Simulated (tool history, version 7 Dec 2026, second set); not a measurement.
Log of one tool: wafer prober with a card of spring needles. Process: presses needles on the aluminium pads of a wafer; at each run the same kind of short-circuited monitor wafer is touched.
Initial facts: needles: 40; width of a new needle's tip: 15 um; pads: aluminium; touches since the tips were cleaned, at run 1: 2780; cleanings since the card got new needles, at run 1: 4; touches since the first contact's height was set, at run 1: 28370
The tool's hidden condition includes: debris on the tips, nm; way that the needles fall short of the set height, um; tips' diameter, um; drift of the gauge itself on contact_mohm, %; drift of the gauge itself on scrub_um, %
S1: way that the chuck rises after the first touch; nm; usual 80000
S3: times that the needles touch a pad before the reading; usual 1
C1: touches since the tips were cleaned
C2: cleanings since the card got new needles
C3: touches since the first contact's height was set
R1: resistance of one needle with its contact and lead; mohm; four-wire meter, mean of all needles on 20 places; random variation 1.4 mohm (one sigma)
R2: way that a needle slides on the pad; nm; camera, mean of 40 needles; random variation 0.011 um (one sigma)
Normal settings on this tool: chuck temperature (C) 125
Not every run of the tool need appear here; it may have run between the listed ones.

run 1 hour=0.0 | S1=80000 chuck_temperature_(C)=125 S3=1 | C1=2780 C2=4 C3=28370 | R1=214 R2=13200
run 2 hour=5.8 | S1=80000 chuck_temperature_(C)=125 S3=1 | C1=4596 C2=4 C3=30186 | R1=214 R2=13230
-- hour=9.4 tips cleaned on abrasive film
run 3 hour=13.8 | S1=80000 chuck_temperature_(C)=125 S3=1 | C1=1368 C2=5 C3=32653 | R1=214 R2=13240
run 4 hour=23.2 | S1=80000 chuck_temperature_(C)=125 S3=1 | C1=4303 C2=5 C3=35588 | R1=213 R2=13220
-- hour=28.4 tips cleaned on abrasive film
run 5 hour=29.5 | S1=80000 chuck_temperature_(C)=125 S3=2 | C1=342 C2=6 C3=37537 | R1=213 R2=13230
run 6 hour=34.9 | S1=80000 chuck_temperature_(C)=125 S3=2 | C1=2040 C2=6 C3=39235 | R1=214 R2=13260
run 7 hour=44.9 | S1=80000 chuck_temperature_(C)=125 S3=1 | C1=5158 C2=6 C3=42353 | R1=216 R2=13290
-- hour=47.1 tips cleaned on abrasive film
run 8 hour=56.8 | S1=80000 chuck_temperature_(C)=125 S3=1 | C1=3042 C2=7 C3=46060 | R1=215 R2=13280
run 9 hour=62.1 | S1=80000 chuck_temperature_(C)=125 S3=1 | C1=4681 C2=7 C3=47699 | R1=213 R2=13300
-- hour=66.2 tips cleaned on abrasive film
run 10 hour=72.6 | S1=67000 chuck_temperature_(C)=125 S3=1 | C1=2008 C2=8 C3=50974 | R1=215 R2=11140
run 11 hour=81.7 | S1=67000 chuck_temperature_(C)=125 S3=1 | C1=4845 C2=8 C3=53811 | R1=215 R2=11190
-- hour=85.5 tips cleaned on abrasive film
run 12 hour=88.7 | S1=67000 chuck_temperature_(C)=78 S3=1 | C1=1001 C2=9 C3=55958 | R1=207 R2=11170
run 13 hour=94.4 | S1=67000 chuck_temperature_(C)=78 S3=1 | C1=2777 C2=9 C3=57734 | R1=205 R2=11160
run 14 hour=99.7 | S1=67000 chuck_temperature_(C)=78 S3=1 | C1=4461 C2=9 C3=59418 | R1=204 R2=11190
-- hour=104.4 tips cleaned on abrasive film
run 15 hour=111.2 | S1=91000 chuck_temperature_(C)=78 S3=1 | C1=2123 C2=10 C3=62961 | R1=203 R2=15220
run 16 hour=120.3 | S1=80000 chuck_temperature_(C)=125 S3=1 | C1=4990 C2=10 C3=65828 | R1=215 R2=13380
-- hour=123.1 tips cleaned on abrasive film
run 17 hour=130.0 | S1=80000 chuck_temperature_(C)=125 S3=1 | C1=2157 C2=11 C3=68834 | R1=214 R2=13390
run 18 hour=136.1 | S1=80000 chuck_temperature_(C)=125 S3=1 | C1=4046 C2=11 C3=70723 | R1=214 R2=13410
-- hour=141.5 tips cleaned on abrasive film
run 19 hour=143.8 | S1=80000 chuck_temperature_(C)=125 S3=1 | C1=727 C2=12 C3=73106 | R1=213 R2=13420
run 20 hour=151.1 | S1=67000 chuck_temperature_(C)=37 S3=2 | C1=3016 C2=12 C3=75395 | R1=197 R2=11240
-- hour=160.1 tips cleaned on abrasive film
run 21 hour=160.5 | S1=67000 chuck_temperature_(C)=37 S3=2 | C1=102 C2=13 C3=78296 | R1=196 R2=11260
run 22 hour=172.3 | S1=80000 chuck_temperature_(C)=57 S3=3 | C1=3815 C2=13 C3=82009 | R1=198 R2=13460
-- hour=178.8 tips cleaned on abrasive film
-- hour=180.8 gauge calibrated
run 23 hour=183.6 | S1=80000 chuck_temperature_(C)=57 S3=3 | C1=1514 C2=14 C3=85507 | R1=200 R2=13200
run 24 hour=189.4 | S1=84000 chuck_temperature_(C)=29 S3=1 | C1=3325 C2=14 C3=87318 | R1=196 R2=13880
-- hour=196.3 height of the first contact set anew
-- hour=197.5 tips cleaned on abrasive film
run 25 hour=201.5 | S1=89000 chuck_temperature_(C)=50 S3=1 | C1=1255 C2=15 C3=1607 | R1=196 R2=14700
run 26 hour=209.0 | S1=63000 chuck_temperature_(C)=125 S3=1 | C1=3601 C2=15 C3=3953 | R1=215 R2=10420
-- hour=216.2 tips cleaned on abrasive film
run 27 hour=216.2 | S1=60000 chuck_temperature_(C)=64 S3=1 | C1=0 C2=16 C3=6157 | R1=203 R2=9950
run 28 hour=224.0 | S1=60000 chuck_temperature_(C)=76 S3=1 | C1=2462 C2=16 C3=8619 | R1=208 R2=9950
run 29 hour=231.9 | S1=60000 chuck_temperature_(C)=76 S3=1 | C1=4928 C2=16 C3=11085 | R1=209 R2=9960
-- hour=235.4 tips cleaned on abrasive film
run 30 hour=238.4 | S1=88000 chuck_temperature_(C)=82 S3=2 | C1=936 C2=17 C3=13078 | R1=204 R2=14620
run 31 hour=246.7 | S1=80000 chuck_temperature_(C)=125 S3=3 | C1=3556 C2=17 C3=15698 | R1=214 R2=13300
-- hour=253.9 tips cleaned on abrasive film
run 32 hour=257.2 | S1=80000 chuck_temperature_(C)=125 S3=3 | C1=1038 C2=18 C3=18938 | R1=212 R2=13320
run 33 hour=268.4 | S1=80000 chuck_temperature_(C)=46 S3=1 | C1=4553 C2=18 C3=22453 | R1=196 R2=13330
-- hour=272.8 tips cleaned on abrasive film
run 34 hour=273.6 | S1=62000 chuck_temperature_(C)=125 S3=1 | C1=255 C2=19 C3=24040 | R1=215 R2=10330
run 35 hour=284.5 | S1=96000 chuck_temperature_(C)=40 S3=2 | C1=3649 C2=19 C3=27434 | R1=196 R2=16030

Measured result minus the same run's result without the hidden state. Both carry the same run-to-run variation, though not necessarily the same gauge scatter:
run=1 R2=-10
run=2 R2=+10
run=3 R2=+20
run=4 R2=+30
run=5 R2=+40
run=6 R2=+50
run=7 R2=+60
run=8 R2=+80
run=9 R2=+100
run=10 R2=+90
run=11 R2=+110
run=12 R2=+110
run=13 R2=+110
run=14 R2=+120
run=15 R2=+190
run=16 R2=+180
run=17 R2=+190
run=18 R2=+200
run=19 R2=+210
run=20 R2=+190
run=21 R2=+200
run=22 R2=+250
run=23 R2=+0
run=24 R2=+10
run=25 R2=+40
run=26 R2=+30
run=27 R2=+40
run=28 R2=+50
run=29 R2=+60
run=30 R2=+90
run=31 R2=+100
run=32 R2=+110
run=33 R2=+130
run=34 R2=+100
run=35 R2=+180
R1: differs from the measured result by no more than 1 mohm in any run.
